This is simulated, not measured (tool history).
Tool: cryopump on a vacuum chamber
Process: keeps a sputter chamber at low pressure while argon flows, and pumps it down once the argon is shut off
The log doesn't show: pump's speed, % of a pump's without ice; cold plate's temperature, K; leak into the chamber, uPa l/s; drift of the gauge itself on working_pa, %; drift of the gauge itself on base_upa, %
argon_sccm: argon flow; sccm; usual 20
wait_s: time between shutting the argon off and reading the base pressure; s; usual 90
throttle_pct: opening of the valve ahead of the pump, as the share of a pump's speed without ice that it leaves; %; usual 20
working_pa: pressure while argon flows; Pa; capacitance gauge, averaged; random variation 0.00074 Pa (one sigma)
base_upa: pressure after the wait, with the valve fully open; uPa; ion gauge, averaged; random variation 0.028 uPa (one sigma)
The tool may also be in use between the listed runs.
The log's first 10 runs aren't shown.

| run | hour | argon_sccm | wait_s | throttle_pct | hours of work since the pump was warmed up and emptied | hours of work since the cold head was overhauled | hours of work since the chamber's fittings were tightened | working_pa | base_upa |
|---|---|---|---|---|---|---|---|---|---|
| 11 | 424.3 | 33 | 90 | 16 | 22 | 599 | 1554 | 0.2809 | 1.58 |
| 12 | 478.6 | 20 | 90 | 20 | 51 | 628 | 1583 | 0.1364 | 1.62 |
| 13 | 512.7 | 20 | 90 | 20 | 69 | 647 | 1601 | 0.1368 | 1.59 |
| 14 | 570.8 | 20 | 90 | 20 | 100 | 678 | 1632 | 0.1368 | 1.62 |
| 15 | 618.7 | 20 | 90 | 20 | 126 | 703 | 1658 | 0.1355 | 1.55 |
| 16 | 661.6 | 20 | 90 | 20 | 149 | 726 | 1681 | 0.1362 | 1.66 |
| 17 | 702.7 | 20 | 90 | 20 | 171 | 748 | 1703 | 0.1361 | 1.58 |
| 18 | 750.4 | 15 | 90 | 43 | 196 | 774 | 1728 | 0.0489 | 1.62 |
| 19 | 781.7 | 15 | 90 | 43 | 213 | 790 | 1745 | 0.0482 | 1.62 |
| 20 | 840.7 | 11 | 90 | 21 | 244 | 822 | 1777 | 0.0719 | 1.65 |
| 21 | 881.3 | 28 | 32 | 43 | 266 | 844 | 1798 | 0.0918 | 3.68 |
| 22 | 937.7 | 28 | 32 | 43 | 296 | 874 | 1828 | 0.0911 | 3.67 |
| 23 | 996.8 | 28 | 32 | 43 | 328 | 906 | 1860 | 0.0925 | 3.76 |

The next listed run, before its measurement:
| 24 | 1034.0 | 28 | 32 | 43 | 348 | 925 | 1880 | ? | ? |

Run 24 gave working_pa 0.0934 Pa, base_upa 3.74 uPa.
Without the tool's hidden state the same run would have given working_pa 0.0884 Pa, base_upa 3.41 uPa.

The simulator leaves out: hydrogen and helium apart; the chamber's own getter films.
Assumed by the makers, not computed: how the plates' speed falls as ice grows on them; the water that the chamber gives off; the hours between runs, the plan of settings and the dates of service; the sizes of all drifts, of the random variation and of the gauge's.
